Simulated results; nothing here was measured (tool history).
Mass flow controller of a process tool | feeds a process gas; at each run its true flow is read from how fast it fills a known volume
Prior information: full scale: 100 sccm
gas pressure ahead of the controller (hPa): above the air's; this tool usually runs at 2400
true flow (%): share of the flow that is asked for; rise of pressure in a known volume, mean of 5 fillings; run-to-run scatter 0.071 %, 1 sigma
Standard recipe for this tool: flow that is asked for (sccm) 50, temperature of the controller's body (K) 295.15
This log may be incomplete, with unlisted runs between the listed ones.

| run | hour | flow that is asked for (sccm) | gas pressure ahead of the controller (hPa) | temperature of the controller's body (K) | true flow (%) |
|---|---|---|---|---|---|
| 1 | 0.0 | 50 | 2400 | 295.15 | 97.37 |
| 2 | 178.3 | 50 | 2400 | 295.15 | 97.39 |
| 3 | 394.1 | 50 | 2400 | 295.15 | 97.48 |
| 4 | 677.0 | 50 | 2400 | 295.15 | 97.45 |
| 5 | 879.9 | 50 | 2400 | 295.15 | 97.52 |
| 6 | 1193.6 | 50 | 2400 | 312.15 | 96.53 |
| 7 | 1556.9 | 50 | 2400 | 312.15 | 96.52 |
| 8 | 1920.9 | 50 | 2400 | 295.15 | 97.60 |
| 9 | 2078.0 | 50 | 2400 | 295.15 | 97.50 |
| 10 | 2371.9 | 50 | 2400 | 304.15 | 97.11 |
|  | 2387.4 | controller's zero set anew |
| 11 | 2701.1 | 50 | 2400 | 304.15 | 97.47 |
| 12 | 2947.9 | 41 | 2400 | 310.15 | 97.19 |
| 13 | 3234.1 | 89 | 1600 | 304.15 | 98.02 |
| 14 | 3396.3 | 68 | 1730 | 304.15 | 97.89 |
| 15 | 3724.9 | 26 | 1790 | 304.15 | 98.95 |
|  | 3885.8 | controller's zero set anew, once more |
| 16 | 3955.1 | 26 | 1790 | 304.15 | 96.89 |
| 17 | 4307.8 | 26 | 1490 | 302.15 | 97.19 |
| 18 | 4662.8 | 31 | 1860 | 303.15 | 96.93 |
| 19 | 4979.3 | 14 | 1610 | 303.15 | 97.62 |
| 20 | 5304.5 | 18 | 1610 | 311.15 | 97.23 |
| 21 | 5646.0 | 18 | 1610 | 311.15 | 97.37 |
| 22 | 5945.5 | 18 | 1610 | 311.15 | 97.51 |

Predict each of these 3 candidate next runs independently; none follows another, all start after run 22:
| A | 6249.6 | 18 | 1610 | 298.15 | ? |
| B | 6249.6 | 50 | 2620 | 295.15 | ? |
| C | 6249.6 | 50 | 1580 | 300.15 | ? |

| run | true flow (%) |
|---|---|
| A | 98.42 |
| B | 96.92 |
| C | 97.44 |
The same runs, with their run-to-run variation unchanged, on a tool lacking any hidden condition would have given:
| run | true flow (%) |
|---|---|
| A | 99.65 |
| B | 99.31 |
| C | 99.83 |

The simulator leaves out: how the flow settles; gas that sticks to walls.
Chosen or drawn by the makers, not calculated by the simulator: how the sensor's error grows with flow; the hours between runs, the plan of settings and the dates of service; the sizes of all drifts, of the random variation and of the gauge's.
